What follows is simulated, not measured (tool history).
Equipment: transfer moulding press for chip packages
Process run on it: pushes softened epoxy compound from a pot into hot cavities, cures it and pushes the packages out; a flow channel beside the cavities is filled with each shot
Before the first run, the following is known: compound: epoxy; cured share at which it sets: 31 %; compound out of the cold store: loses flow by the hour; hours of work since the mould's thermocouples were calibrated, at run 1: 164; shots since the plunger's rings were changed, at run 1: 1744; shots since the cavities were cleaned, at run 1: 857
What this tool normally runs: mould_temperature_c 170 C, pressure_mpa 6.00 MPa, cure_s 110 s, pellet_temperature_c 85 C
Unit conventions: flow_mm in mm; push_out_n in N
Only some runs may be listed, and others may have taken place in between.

run     day  mould_temperature_c  pressure_mpa  cure_s  pellet_temperature_c  hours of work since the mould's thermocouples were calibrated  shots since the plunger's rings were changed  shots since the cavities were cleaned  incoming compound's hours out of the cold store  flow_mm  push_out_n
  1   0.000                  170          6.00     110                    85                                                            164                                          1744                                    857                                             10.6      646         655
      0.183  -- cavities cleaned with cleaning compound and waxed
  2   0.429                  170          6.00     110                    85                                                            169                                          1830                                     57                                             44.7      559         501
  3   0.808                  170          6.00     110                    85                                                            175                                          1920                                    147                                             47.2      552         522
  4   1.212                  170          6.00     110                    85                                                            180                                          2014                                    241                                             40.7      565         549
  5   1.671                  170          6.00     110                    85                                                            187                                          2122                                    349                                             35.7      578         568
  6   2.167                  170          6.00     110                    85                                                            194                                          2237                                    464                                             11.4      641         620
  7   2.629                  170          6.00     110                    85                                                            201                                          2346                                    573                                             31.0      587         595
  8   2.988                  170          6.00     110                    85                                                            206                                          2430                                    657                                             31.9      581         626
  9   3.346                  170          6.00     110                    85                                                            211                                          2514                                    741                                             25.3      602         633
      4.025  -- cavities cleaned with cleaning compound and waxed
 10   4.025                  163          6.00     110                    85                                                            220                                          2658                                      0                                             22.8      627         695
 11   4.625                  170          6.00     110                    81                                                            229                                          2799                                    141                                             44.1      549         496
 12   4.917                  170          6.00     143                    85                                                            233                                          2867                                    209                                             32.1      581         470
      5.100  -- plunger's sealing rings changed
 13   5.596                  170          6.00     143                    85                                                            241                                           117                                    345                                             37.1      596         501
 14   5.867                  170          6.00     143                    85                                                            245                                           179                                    407                                             31.6      609         517
 15   6.346                  170          6.00     143                    85                                                            252                                           292                                    520                                             38.7      589         534
 16   6.696                  170          6.86     110                    85                                                            257                                           374                                    602                                             29.1      660         628
 17   6.979                  164          4.69     129                    91                                                            261                                           440                                    668                                             36.0      542         679
 18   7.542                  167          7.05     129                    91                                                            269                                           572                                    800                                             24.6      680         624
 19   7.817                  167          7.05     129                    91                                                            273                                           637                                    865                                             24.9      681         604
      7.967  -- cavities cleaned with cleaning compound and waxed
 20   8.383                  174          6.00     110                    85                                                            280                                           755                                     98                                             23.7      609         484
 21   8.775                  170          6.12     108                    90                                                            286                                           847                                    190                                              8.2      670         565
 22   9.129                  170          6.28     108                    91                                                            291                                           929                                    272                                             17.0      649         564
 23   9.450                  170          6.28     108                    91                                                            296                                          1005                                    348                                             40.4      587         574
 24   9.983                  170          6.28     108                    91                                                            303                                          1130                                    473                                             29.3      613         609
     10.317  -- mould's thermocouples calibrated
 25  10.388                  170          6.28     108                    91                                                              1                                          1205                                    548                                             19.2      644         631
 26  10.679                  170          6.28     108                    91                                                              5                                          1273                                    616                                             11.1      668         684
 27  11.025                  169          5.33      92                    85                                                             10                                          1354                                    697                                             14.3      611         979
 28  11.442                  167          5.33     101                    79                                                             16                                          1453                                    796                                             40.2      558         871
     11.892  -- cavities cleaned with cleaning compound and waxed
 29  11.958                  170          5.93     110                    83                                                             23                                          1559                                     16                                             21.2      617         503

Each row is a separate what-if for the run after 29, all from the same tool condition, not one after another. Results?
  A  12.275                  165          5.93     122                    92                                                             27                                          1633                                     90                                             35.2        ?           ?
  B  12.275                  170          5.93     142                    83                                                             27                                          1633                                     90                                              9.9        ?           ?
  C  12.275                  170          6.73     116                    83                                                             27                                          1633                                     90                                             46.6        ?           ?
  D  12.275                  170          5.93     110                    82                                                             27                                          1633                                     90                                             40.7        ?           ?

run  flow_mm  push_out_n
  A      599         545
  B      645         456
  C      588         478
  D      565         492
Without the tool's hidden state the same runs would have given:
run  flow_mm  push_out_n
  A      616         499
  B      663         422
  C      605         440
  D      581         452
